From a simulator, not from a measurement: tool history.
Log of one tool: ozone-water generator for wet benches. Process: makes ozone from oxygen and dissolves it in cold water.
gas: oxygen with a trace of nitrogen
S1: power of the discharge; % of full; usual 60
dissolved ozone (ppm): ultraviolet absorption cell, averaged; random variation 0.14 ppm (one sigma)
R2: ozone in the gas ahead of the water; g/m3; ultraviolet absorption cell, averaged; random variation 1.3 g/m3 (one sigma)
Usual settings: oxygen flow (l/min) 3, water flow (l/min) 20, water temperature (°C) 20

{"run": 1, "day": 0.0, "S1": 60, "oxygen flow (l/min)": 3, "water flow (l/min)": 20, "water temperature (°C)": 20, "dissolved ozone (ppm)": 15.7, "R2": 230}
{"run": 2, "day": 5.354, "S1": 60, "oxygen flow (l/min)": 3, "water flow (l/min)": 20, "water temperature (°C)": 20, "dissolved ozone (ppm)": 15.6, "R2": 230.3}
{"run": 3, "day": 12.454, "S1": 60, "oxygen flow (l/min)": 3, "water flow (l/min)": 20, "water temperature (°C)": 20, "dissolved ozone (ppm)": 15.6, "R2": 228.8}
{"run": 4, "day": 19.917, "S1": 60, "oxygen flow (l/min)": 3, "water flow (l/min)": 20, "water temperature (°C)": 12, "dissolved ozone (ppm)": 17.2, "R2": 227.5}
{"run": 5, "day": 24.204, "S1": 77, "oxygen flow (l/min)": 3, "water flow (l/min)": 20, "water temperature (°C)": 20, "dissolved ozone (ppm)": 17.9, "R2": 261.2}
{"run": 6, "day": 29.479, "S1": 60, "oxygen flow (l/min)": 3, "water flow (l/min)": 20, "water temperature (°C)": 20, "dissolved ozone (ppm)": 15.8, "R2": 229.6}
{"run": 7, "day": 34.475, "S1": 60, "oxygen flow (l/min)": 3, "water flow (l/min)": 20, "water temperature (°C)": 18, "dissolved ozone (ppm)": 16, "R2": 228.1}
{"run": 8, "day": 38.625, "S1": 60, "oxygen flow (l/min)": 3, "water flow (l/min)": 20, "water temperature (°C)": 18, "dissolved ozone (ppm)": 15.9, "R2": 229.2}
{"run": 9, "day": 42.05, "S1": 60, "oxygen flow (l/min)": 3, "water flow (l/min)": 20, "water temperature (°C)": 18, "dissolved ozone (ppm)": 16.2, "R2": 230.2}
{"run": 10, "day": 48.812, "S1": 86, "oxygen flow (l/min)": 3, "water flow (l/min)": 20, "water temperature (°C)": 20, "dissolved ozone (ppm)": 18.3, "R2": 271.6}
{"run": 11, "day": 56.421, "S1": 86, "oxygen flow (l/min)": 3, "water flow (l/min)": 20, "water temperature (°C)": 20, "dissolved ozone (ppm)": 18.4, "R2": 270.5}
{"run": 12, "day": 64.012, "S1": 77, "oxygen flow (l/min)": 3, "water flow (l/min)": 15, "water temperature (°C)": 14, "dissolved ozone (ppm)": 25.3, "R2": 257.7}
{"day": 64.7, "done": "contactor cleaned"}
{"run": 13, "day": 70.375, "S1": 77, "oxygen flow (l/min)": 2.42, "water flow (l/min)": 15, "water temperature (°C)": 15, "dissolved ozone (ppm)": 24.9, "R2": 294.9}
{"run": 14, "day": 74.488, "S1": 77, "oxygen flow (l/min)": 2.32, "water flow (l/min)": 15, "water temperature (°C)": 18, "dissolved ozone (ppm)": 23.8, "R2": 303.1}
{"run": 15, "day": 79.054, "S1": 60, "oxygen flow (l/min)": 3, "water flow (l/min)": 30, "water temperature (°C)": 20, "dissolved ozone (ppm)": 9.7, "R2": 226.2}
{"day": 80.271, "done": "contactor cleaned, once more"}
{"run": 16, "day": 85.583, "S1": 55, "oxygen flow (l/min)": 3.42, "water flow (l/min)": 12, "water temperature (°C)": 19, "dissolved ozone (ppm)": 24.3, "R2": 198.3}
{"run": 17, "day": 92.717, "S1": 55, "oxygen flow (l/min)": 3.42, "water flow (l/min)": 12, "water temperature (°C)": 19, "dissolved ozone (ppm)": 24.3, "R2": 198.2}
{"run": 18, "day": 96.721, "S1": 55, "oxygen flow (l/min)": 3.42, "water flow (l/min)": 12, "water temperature (°C)": 19, "dissolved ozone (ppm)": 24.4, "R2": 196.8}
{"run": 19, "day": 100.167, "S1": 55, "oxygen flow (l/min)": 3.42, "water flow (l/min)": 12, "water temperature (°C)": 19, "dissolved ozone (ppm)": 24.6, "R2": 198}
{"run": 20, "day": 105.842, "S1": 60, "oxygen flow (l/min)": 3, "water flow (l/min)": 14, "water temperature (°C)": 20, "dissolved ozone (ppm)": 22.1, "R2": 224.7}
{"run": 21, "day": 111.017, "S1": 79, "oxygen flow (l/min)": 3.27, "water flow (l/min)": 14, "water temperature (°C)": 17, "dissolved ozone (ppm)": 26.6, "R2": 242.3}

5 ways to go on from here, each from the tool as it stands after run 21. What would each give?
{"run": "A", "day": 118.304, "S1": 42, "oxygen flow (l/min)": 2.72, "water flow (l/min)": 20, "water temperature (°C)": 16, "dissolved ozone (ppm)": "?", "R2": "?"}
{"run": "B", "day": 118.304, "S1": 54, "oxygen flow (l/min)": 1.76, "water flow (l/min)": 14, "water temperature (°C)": 16, "dissolved ozone (ppm)": "?", "R2": "?"}
{"run": "C", "day": 118.304, "S1": 59, "oxygen flow (l/min)": 2.08, "water flow (l/min)": 12, "water temperature (°C)": 17, "dissolved ozone (ppm)": "?", "R2": "?"}
{"run": "D", "day": 118.304, "S1": 79, "oxygen flow (l/min)": 3.38, "water flow (l/min)": 23, "water temperature (°C)": 15, "dissolved ozone (ppm)": "?", "R2": "?"}
{"run": "E", "day": 118.304, "S1": 79, "oxygen flow (l/min)": 3.27, "water flow (l/min)": 22, "water temperature (°C)": 17, "dissolved ozone (ppm)": "?", "R2": "?"}

run=A dissolved_ozone_(ppm)=13.7 R2=201.1
run=B dissolved_ozone_(ppm)=22.1 R2=305.5
run=C dissolved_ozone_(ppm)=27.1 R2=284.2
run=D dissolved_ozone_(ppm)=16.5 R2=236.8
run=E dissolved_ozone_(ppm)=17 R2=240.4
Without the tool's hidden state the same runs would have given:
run=A dissolved_ozone_(ppm)=14.4 R2=209.4
run=B dissolved_ozone_(ppm)=23.4 R2=320.3
run=C dissolved_ozone_(ppm)=28.8 R2=298.8
run=D dissolved_ozone_(ppm)=17.7 R2=250.8
run=E dissolved_ozone_(ppm)=18.3 R2=254.7
